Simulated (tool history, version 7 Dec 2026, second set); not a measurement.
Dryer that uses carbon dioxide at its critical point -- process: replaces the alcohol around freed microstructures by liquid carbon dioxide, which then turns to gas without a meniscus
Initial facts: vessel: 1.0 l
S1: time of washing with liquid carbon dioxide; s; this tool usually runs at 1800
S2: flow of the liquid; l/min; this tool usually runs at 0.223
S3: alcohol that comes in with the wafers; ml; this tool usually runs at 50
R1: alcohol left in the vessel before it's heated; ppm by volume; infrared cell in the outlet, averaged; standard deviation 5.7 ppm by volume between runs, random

run,hour,S1,S2,S3,R1
1,0,1800,0.223,50,369
2,26,2400,0.223,50,153
3,55.1,1800,0.223,50,388
4,86.1,1800,0.162,50,1296
5,129.2,1800,0.223,50,410
6,166.2,1800,0.223,50,453
7,196.3,1800,0.223,50,440
8,240,1800,0.223,50,457
9,282.6,1800,0.223,50,483
# hour 316.8: inlet filter changed
10,324,1800,0.223,50,333
11,373.8,1800,0.223,97,521
12,399.8,1800,0.262,50,237
13,447.4,1800,0.262,50,257
14,476.9,1800,0.262,50,269
15,506.6,1800,0.262,50,272
16,532.7,1800,0.343,50,218
17,578.6,1800,0.223,50,415
18,606.7,1800,0.223,50,437
19,633.4,1800,0.223,50,455
20,673.2,1800,0.223,50,462
# hour 690.5: purifier's bed changed
21,715.8,1800,0.223,30,147
22,761.2,1800,0.223,30,160
23,789.2,1800,0.223,52,279
24,828.7,1320,0.278,105,825
25,850.7,1320,0.278,105,866
26,883.4,1200,0.204,50,2043
27,906.7,1800,0.148,44,1441

What does the tool deliver on the next run?
28,940.6,1440,0.158,52,?

Run 28 produced R1 2733 ppm by volume.
With the hidden condition absent and the run-to-run variation left alone, this run would have shown R1 2128 ppm by volume.
